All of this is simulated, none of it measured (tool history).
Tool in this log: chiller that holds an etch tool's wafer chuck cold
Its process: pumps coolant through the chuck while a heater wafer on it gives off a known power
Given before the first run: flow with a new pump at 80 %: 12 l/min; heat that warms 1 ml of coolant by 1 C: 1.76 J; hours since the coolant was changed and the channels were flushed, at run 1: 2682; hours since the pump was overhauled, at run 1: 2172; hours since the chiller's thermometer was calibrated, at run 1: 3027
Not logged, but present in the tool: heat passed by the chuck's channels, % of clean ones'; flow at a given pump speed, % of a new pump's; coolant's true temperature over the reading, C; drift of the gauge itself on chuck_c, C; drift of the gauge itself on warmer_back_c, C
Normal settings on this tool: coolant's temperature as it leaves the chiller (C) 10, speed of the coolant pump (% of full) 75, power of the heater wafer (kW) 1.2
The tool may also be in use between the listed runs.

run,hour,coolant's temperature as it leaves the chiller (C),speed of the coolant pump (% of full),power of the heater wafer (kW),hours since the coolant was changed and the channels were flushed,hours since the pump was overhauled,hours since the chiller's thermometer was calibrated,chuck's temperature once it has settled (C),how much warmer the coolant comes back (C)
1,0,10,75,1.2,2682,2172,3027,20.9,3.75
2,63.5,10,99,1.2,2745,2235,3090,18.7,2.82
3,104.4,10,99,1.2,2786,2276,3131,18.7,2.85
4,191.4,10,99,1.2,2873,2363,3218,18.6,2.83
5,237.4,10,99,1.2,2919,2409,3264,18.7,2.85
# hour 243.3: chiller's thermometer calibrated
6,284.1,10,99,1.2,2965,2455,41,18.5,2.82
7,368.4,10,99,1.2,3049,2539,125,18.8,2.85
8,449.7,16,75,1.2,3130,2620,206,27.1,3.81
9,505.9,10,87,1.2,3187,2677,263,19.8,3.23
10,576,10,87,0.614,3257,2747,333,14.9,1.66
11,631,10,80,1.2,3312,2802,388,20.7,3.54
# hour 707: chiller's thermometer calibrated, once more
12,712.2,10,82,0.639,3392,2882,5,15.9,1.83
13,792.4,2,84,1.379,3472,2962,85,14.2,3.86
14,837.7,2,84,1.379,3518,3007,131,14.1,3.87
15,894.4,2,84,1.379,3574,3064,187,14.1,3.89
16,980.2,16,82,1.379,3660,3150,273,28.5,3.98
17,1038.5,13,87,1.379,3718,3208,331,24.8,3.75
18,1083.5,13,62,1.042,3763,3253,376,25,4.03

5 options for the next run, each taken on its own from the tool as it stands now. Forecast them:
A,1139.6,13,62,0.946,3819,3309,433,?,?
B,1139.6,12,65,1.042,3819,3309,433,?,?
C,1139.6,13,82,1.299,3819,3309,433,?,?
D,1139.6,13,95,0.715,3819,3309,433,?,?
E,1139.6,17,90,1.74,3819,3309,433,?,?

run,chuck's temperature once it has settled (C),how much warmer the coolant comes back (C)
A,23.9,3.66
B,23.7,3.82
C,25,3.77
D,18.7,1.75
E,31.8,4.57
What these runs would have given with no unlogged condition in the tool:
run,chuck's temperature once it has settled (C),how much warmer the coolant comes back (C)
A,22,3.49
B,21.7,3.64
C,22.9,3.59
D,17.7,1.66
E,29.1,4.36
